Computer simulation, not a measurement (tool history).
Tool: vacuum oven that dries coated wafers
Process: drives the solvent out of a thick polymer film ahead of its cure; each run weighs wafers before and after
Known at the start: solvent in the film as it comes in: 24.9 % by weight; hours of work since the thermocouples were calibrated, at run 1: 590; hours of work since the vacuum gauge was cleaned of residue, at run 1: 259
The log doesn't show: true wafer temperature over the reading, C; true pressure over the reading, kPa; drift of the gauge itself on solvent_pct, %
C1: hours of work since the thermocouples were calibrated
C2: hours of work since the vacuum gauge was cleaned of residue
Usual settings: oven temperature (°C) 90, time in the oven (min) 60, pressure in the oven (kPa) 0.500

run 1 hour=0.0 | oven_temperature_(°C)=90 time_in_the_oven_(min)=60 pressure_in_the_oven_(kPa)=0.500 | C1=590 C2=259 | solvent_left_in_the_film_(%)=1.73
run 2 hour=11.0 | oven_temperature_(°C)=90 time_in_the_oven_(min)=60 pressure_in_the_oven_(kPa)=0.500 | C1=595 C2=265 | solvent_left_in_the_film_(%)=1.73
run 3 hour=26.8 | oven_temperature_(°C)=90 time_in_the_oven_(min)=60 pressure_in_the_oven_(kPa)=0.500 | C1=604 C2=273 | solvent_left_in_the_film_(%)=1.75
run 4 hour=45.0 | oven_temperature_(°C)=90 time_in_the_oven_(min)=60 pressure_in_the_oven_(kPa)=0.428 | C1=613 C2=283 | solvent_left_in_the_film_(%)=1.69
run 5 hour=54.7 | oven_temperature_(°C)=90 time_in_the_oven_(min)=60 pressure_in_the_oven_(kPa)=1.281 | C1=619 C2=288 | solvent_left_in_the_film_(%)=2.15
run 6 hour=73.1 | oven_temperature_(°C)=83 time_in_the_oven_(min)=60 pressure_in_the_oven_(kPa)=1.281 | C1=628 C2=298 | solvent_left_in_the_film_(%)=4.34
run 7 hour=86.7 | oven_temperature_(°C)=78 time_in_the_oven_(min)=57 pressure_in_the_oven_(kPa)=0.470 | C1=635 C2=305 | solvent_left_in_the_film_(%)=6.26
-- hour=90.0 oven's thermocouples calibrated
run 8 hour=97.3 | oven_temperature_(°C)=84 time_in_the_oven_(min)=98 pressure_in_the_oven_(kPa)=1.879 | C1=4 C2=310 | solvent_left_in_the_film_(%)=2.35
run 9 hour=105.1 | oven_temperature_(°C)=88 time_in_the_oven_(min)=83 pressure_in_the_oven_(kPa)=0.511 | C1=8 C2=314 | solvent_left_in_the_film_(%)=1.23
run 10 hour=118.8 | oven_temperature_(°C)=86 time_in_the_oven_(min)=83 pressure_in_the_oven_(kPa)=0.511 | C1=15 C2=321 | solvent_left_in_the_film_(%)=1.67

Forecast each of these 4 alternatives for the next run:
run A hour=129.7 | oven_temperature_(°C)=90 time_in_the_oven_(min)=60 pressure_in_the_oven_(kPa)=0.787 | C1=21 C2=327 | solvent_left_in_the_film_(%)=?
run B hour=129.7 | oven_temperature_(°C)=88 time_in_the_oven_(min)=97 pressure_in_the_oven_(kPa)=0.412 | C1=21 C2=327 | solvent_left_in_the_film_(%)=?
run C hour=129.7 | oven_temperature_(°C)=91 time_in_the_oven_(min)=60 pressure_in_the_oven_(kPa)=0.875 | C1=21 C2=327 | solvent_left_in_the_film_(%)=?
run D hour=129.7 | oven_temperature_(°C)=98 time_in_the_oven_(min)=46 pressure_in_the_oven_(kPa)=0.296 | C1=21 C2=327 | solvent_left_in_the_film_(%)=?

run=A solvent_left_in_the_film_(%)=2.13
run=B solvent_left_in_the_film_(%)=0.85
run=C solvent_left_in_the_film_(%)=1.88
run=D solvent_left_in_the_film_(%)=1.21
Without the tool's hidden state the same runs would have given:
run=A solvent_left_in_the_film_(%)=1.62
run=B solvent_left_in_the_film_(%)=0.59
run=C solvent_left_in_the_film_(%)=1.41
run=D solvent_left_in_the_film_(%)=0.87

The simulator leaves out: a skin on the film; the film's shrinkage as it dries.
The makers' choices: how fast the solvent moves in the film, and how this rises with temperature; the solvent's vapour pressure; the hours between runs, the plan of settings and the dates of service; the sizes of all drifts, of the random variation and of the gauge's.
